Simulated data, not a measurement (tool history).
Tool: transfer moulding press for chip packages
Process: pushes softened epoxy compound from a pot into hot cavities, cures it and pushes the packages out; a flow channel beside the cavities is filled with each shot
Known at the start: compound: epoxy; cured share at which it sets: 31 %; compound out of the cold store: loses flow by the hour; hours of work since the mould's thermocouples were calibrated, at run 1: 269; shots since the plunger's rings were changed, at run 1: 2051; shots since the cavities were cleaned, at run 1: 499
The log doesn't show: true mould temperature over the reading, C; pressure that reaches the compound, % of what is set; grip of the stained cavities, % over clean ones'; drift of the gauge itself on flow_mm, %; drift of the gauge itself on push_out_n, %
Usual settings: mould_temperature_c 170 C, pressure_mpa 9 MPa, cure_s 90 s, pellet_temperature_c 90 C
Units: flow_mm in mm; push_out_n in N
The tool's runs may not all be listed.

| run | hour | mould_temperature_c | pressure_mpa | cure_s | pellet_temperature_c | hours of work since the mould's thermocouples were calibrated | shots since the plunger's rings were changed | shots since the cavities were cleaned | incoming compound's hours out of the cold store | flow_mm | push_out_n |
|---|---|---|---|---|---|---|---|---|---|---|---|
| 1 | 0 | 170 | 9 | 90 | 90 | 269 | 2051 | 499 | 24.8 | 545.3 | 738 |
| 2 | 13.9 | 170 | 9 | 90 | 90 | 279 | 2262 | 710 | 31.8 | 533.1 | 749 |
|  | 20.2 | cavities cleaned with cleaning compound and waxed |
| 3 | 33.5 | 170 | 9 | 90 | 90 | 293 | 2537 | 203 | 15.1 | 557.2 | 633 |
| 4 | 47.8 | 170 | 9 | 90 | 90 | 304 | 2752 | 418 | 16.2 | 553.3 | 717 |
|  | 51.5 | plunger's sealing rings changed |
| 5 | 69.6 | 170 | 9 | 90 | 90 | 319 | 274 | 711 | 14.2 | 570.1 | 766 |
|  | 75.6 | cavities cleaned with cleaning compound and waxed |
| 6 | 82.8 | 170 | 9 | 90 | 90 | 328 | 452 | 110 | 8.8 | 578.5 | 609 |
| 7 | 99.4 | 170 | 9 | 90 | 90 | 340 | 703 | 361 | 19 | 558.7 | 678 |
|  | 109.7 | mould's thermocouples calibrated |
| 8 | 113.6 | 170 | 9 | 90 | 90 | 3 | 888 | 546 | 35.4 | 536.3 | 786 |
| 9 | 128.5 | 170 | 9 | 123 | 90 | 14 | 1113 | 771 | 43 | 522.9 | 631 |
|  | 131.8 | cavities cleaned with cleaning compound and waxed |
| 10 | 149.7 | 170 | 9 | 123 | 90 | 29 | 1411 | 271 | 9.3 | 573.7 | 594 |
| 11 | 169.6 | 170 | 9 | 123 | 90 | 45 | 1714 | 574 | 43.7 | 520.5 | 643 |
|  | 184.6 | cavities cleaned with cleaning compound and waxed |
| 12 | 196.7 | 170 | 9 | 90 | 92 | 64 | 2100 | 183 | 38.3 | 526.1 | 638 |
| 13 | 207.8 | 170 | 9 | 86 | 90 | 72 | 2270 | 353 | 29.7 | 539.7 | 778 |
| 14 | 227 | 170 | 9 | 86 | 90 | 87 | 2560 | 643 | 8.6 | 569.5 | 819 |
|  | 237.4 | cavities cleaned with cleaning compound and waxed |
|  | 245 | plunger's sealing rings changed |
| 15 | 257.1 | 170 | 9.5 | 86 | 90 | 107 | 184 | 260 | 26.9 | 566 | 710 |
| 16 | 273.4 | 174 | 9.5 | 86 | 90 | 119 | 431 | 507 | 45.8 | 526.3 | 667 |
|  | 294.1 | cavities cleaned with cleaning compound and waxed |
| 17 | 301 | 174 | 6.86 | 116 | 90 | 139 | 827 | 105 | 46.2 | 445 | 494 |
| 18 | 316.7 | 174 | 6.86 | 116 | 90 | 151 | 1064 | 342 | 14.4 | 486.9 | 578 |
| 19 | 333.1 | 174 | 6.86 | 116 | 90 | 164 | 1312 | 590 | 41.8 | 450.3 | 639 |
|  | 347.1 | cavities cleaned with cleaning compound and waxed |
| 20 | 358.6 | 174 | 8.96 | 121 | 100 | 182 | 1677 | 175 | 43.5 | 510.2 | 511 |
| 21 | 381 | 178 | 7.02 | 98 | 81 | 199 | 2016 | 514 | 26 | 466 | 610 |
| 22 | 397.8 | 165 | 10.32 | 97 | 98 | 212 | 2270 | 768 | 22.1 | 604.5 | 886 |
|  | 401.7 | cavities cleaned with cleaning compound and waxed |
| 23 | 422.7 | 170 | 9 | 90 | 83 | 230 | 2625 | 318 | 27.3 | 542.9 | 689 |
|  | 435.4 | plunger's sealing rings changed |
| 24 | 444.3 | 175 | 6.92 | 90 | 90 | 244 | 135 | 608 | 37.5 | 458.5 | 659 |
|  | 458.1 | cavities cleaned with cleaning compound and waxed |
| 25 | 472.3 | 171 | 6.84 | 90 | 90 | 264 | 536 | 216 | 36.5 | 463.3 | 619 |
| 26 | 497 | 176 | 9.62 | 90 | 90 | 283 | 909 | 589 | 24.6 | 555.9 | 633 |
|  | 512 | cavities cleaned with cleaning compound and waxed |
| 27 | 518.8 | 169 | 9 | 90 | 99 | 299 | 1217 | 103 | 12.3 | 569.4 | 618 |

3 ways to go on from here, each from the tool as it stands after run 27. What would each give?
| A | 530.1 | 171 | 10.79 | 90 | 96 | 307 | 1389 | 275 | 10.8 | ? | ? |
| B | 530.1 | 166 | 9 | 82 | 94 | 307 | 1389 | 275 | 18.2 | ? | ? |
| C | 530.1 | 175 | 9.35 | 90 | 98 | 307 | 1389 | 275 | 11.4 | ? | ? |

| run | flow_mm | push_out_n |
|---|---|---|
| A | 621.1 | 655 |
| B | 570 | 974 |
| C | 568.5 | 595 |
Without the tool's hidden state the same runs would have given:
| run | flow_mm | push_out_n |
|---|---|---|
| A | 629 | 517 |
| B | 577.3 | 782 |
| C | 575.6 | 464 |
